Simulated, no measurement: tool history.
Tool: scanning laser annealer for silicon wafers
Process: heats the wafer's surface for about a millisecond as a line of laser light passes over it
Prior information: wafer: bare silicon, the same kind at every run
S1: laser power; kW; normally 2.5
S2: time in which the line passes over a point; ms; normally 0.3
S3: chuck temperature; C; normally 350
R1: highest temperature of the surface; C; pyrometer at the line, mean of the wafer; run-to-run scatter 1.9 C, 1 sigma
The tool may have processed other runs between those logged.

Run 1, hour 0: usual settings. Result: R1 1181 C.
Run 2, hour 8.6: usual settings but S2 0.335 ms. Result: R1 1234 C.
Run 3, hour 18.3: usual settings but S3 371 C. Result: R1 1205 C.
Run 4, hour 25.2: usual settings but S1 2.56 kW, S3 371 C. Result: R1 1231 C.
Run 5, hour 34.9: usual settings but S2 0.236 ms. Result: R1 1075 C.
Run 6, hour 39.2: usual settings. Result: R1 1182 C.
At hour 41.8: window over the wafer cleaned.
Run 7, hour 48.8: usual settings but S2 0.248 ms. Result: R1 1097 C.
Run 8, hour 58.5: usual settings but S2 0.248 ms. Result: R1 1096 C.
At hour 68.9: window over the wafer cleaned, once more.
Run 9, hour 70.2: usual settings but S1 2.738 kW, S2 0.372 ms, S3 377 C. Result: R1 1435 C.
Run 10, hour 79.3: usual settings but S1 2.725 kW, S3 323 C. Result: R1 1253 C.
Run 11, hour 84: usual settings but S1 2.725 kW, S2 0.223 ms, S3 323 C. Result: R1 1111 C.
Run 12, hour 91.8: usual settings but S1 2.642 kW, S3 315 C. Result: R1 1211 C.
Run 13, hour 101.3: usual settings but S1 2.631 kW, S3 377 C. Result: R1 1265 C.
Run 14, hour 108.1: usual settings but S1 2.631 kW, S3 377 C. Result: R1 1263 C.
Run 15, hour 118.7: usual settings but S3 311 C. Result: R1 1144 C.

Consider 5 possible next runs. They are alternatives, not a sequence: every one starts from the tool as it was left by run 15. What does each give?
Run A, hour 123.9: usual settings but S1 2.227 kW, S2 0.341 ms, S3 386 C. Result: R1 ?.
Run B, hour 123.9: usual settings but S1 2.376 kW, S2 0.34 ms. Result: R1 ?.
Run C, hour 123.9: usual settings but S1 2.162 kW, S2 0.313 ms, S3 362 C. Result: R1 ?.
Run D, hour 123.9: usual settings but S3 323 C. Result: R1 ?.
Run E, hour 123.9: usual settings but S1 2.67 kW, S2 0.218 ms, S3 336 C. Result: R1 ?.

run    R1
  A  1160
  B  1187
  C  1068
  D  1157
  E  1092
Take away the tool's hidden state, keep each run's random variation, and the runs would have read:
run    R1
  A  1167
  B  1195
  C  1075
  D  1164
  E  1099
